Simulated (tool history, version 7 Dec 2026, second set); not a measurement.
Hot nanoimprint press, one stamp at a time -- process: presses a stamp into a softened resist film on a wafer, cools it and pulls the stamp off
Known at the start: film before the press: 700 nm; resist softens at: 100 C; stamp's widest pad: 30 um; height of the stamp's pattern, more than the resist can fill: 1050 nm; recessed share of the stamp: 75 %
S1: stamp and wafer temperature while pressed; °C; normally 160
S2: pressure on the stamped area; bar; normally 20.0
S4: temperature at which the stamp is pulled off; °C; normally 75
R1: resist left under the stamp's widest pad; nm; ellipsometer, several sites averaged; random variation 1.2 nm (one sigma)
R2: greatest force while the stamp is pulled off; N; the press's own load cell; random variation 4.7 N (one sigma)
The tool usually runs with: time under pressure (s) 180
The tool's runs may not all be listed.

Run 1, hour 0.0: usual settings. Result: R1 380.7 nm, R2 265 N.
Run 2, hour 33.1: usual settings. Result: R1 381.7 nm, R2 265 N.
Run 3, hour 49.9: usual settings. Result: R1 379.4 nm, R2 271 N.
Run 4, hour 76.1: usual settings. Result: R1 379.0 nm, R2 280 N.
Run 5, hour 105.4: usual settings but S4 67 °C. Result: R1 375.3 nm, R2 324 N.
Run 6, hour 138.1: usual settings. Result: R1 378.5 nm, R2 280 N.
Run 7, hour 163.7: usual settings but S4 68 °C. Result: R1 376.8 nm, R2 329 N.
At hour 169.0: plate thermocouple calibrated.
Run 8, hour 181.8: usual settings but time under pressure (s) 106, S4 68 °C. Result: R1 436.7 nm, R2 336 N.
At hour 211.4: press's hydraulic seals changed and the load cell set to zero.
Run 9, hour 216.8: usual settings but time under pressure (s) 108, S4 68 °C. Result: R1 428.1 nm, R2 336 N.
At hour 254.0: stamp cleaned and given a new release coat.
Run 10, hour 256.1: usual settings but S1 162 °C, S2 19.2 bar, time under pressure (s) 259, S4 70 °C. Result: R1 295.6 nm, R2 250 N.
Run 11, hour 276.9: usual settings but time under pressure (s) 257, S4 74 °C. Result: R1 319.2 nm, R2 235 N.
Run 12, hour 311.4: usual settings but time under pressure (s) 346, S4 74 °C. Result: R1 286.8 nm, R2 248 N.
At hour 323.0: plate thermocouple calibrated, once more.
Run 13, hour 331.0: usual settings but time under pressure (s) 346, S4 74 °C. Result: R1 317.0 nm, R2 255 N.
Run 14, hour 354.2: usual settings but S1 165 °C, S2 19.3 bar, time under pressure (s) 169, S4 73 °C. Result: R1 325.1 nm, R2 261 N.
Run 15, hour 372.4: usual settings but S2 23.7 bar. Result: R1 370.3 nm, R2 262 N.
Run 16, hour 394.0: usual settings but S2 23.7 bar. Result: R1 369.8 nm, R2 264 N.
Run 17, hour 415.1: usual settings but S2 23.7 bar. Result: R1 367.4 nm, R2 271 N.
Run 18, hour 449.1: usual settings but S1 154 °C, S2 23.7 bar, S4 62 °C. Result: R1 485.7 nm, R2 337 N.

5 ways to go on from here, each from the tool as it stands after run 18. What would each give?
Run A, hour 484.0: usual settings but S1 151 °C, time under pressure (s) 251, S4 73 °C. Result: R1 ?, R2 ?.
Run B, hour 484.0: usual settings but S1 158 °C, S2 23.7 bar, time under pressure (s) 318, S4 62 °C. Result: R1 ?, R2 ?.
Run C, hour 484.0: usual settings but time under pressure (s) 96. Result: R1 ?, R2 ?.
Run D, hour 484.0: usual settings but S1 168 °C, S2 21.2 bar, S4 62 °C. Result: R1 ?, R2 ?.
Run E, hour 484.0: usual settings but S1 152 °C, S2 23.7 bar, time under pressure (s) 97, S4 69 °C. Result: R1 ?, R2 ?.

run     R1   R2
  A  531.0  297
  B  333.4  341
  C  474.2  287
  D  257.8  339
  E  582.3  320
Had the tool no hidden state, the same runs would have come out as:
run     R1   R2
  A  530.2  239
  B  332.6  275
  C  473.5  231
  D  257.3  273
  E  581.7  257
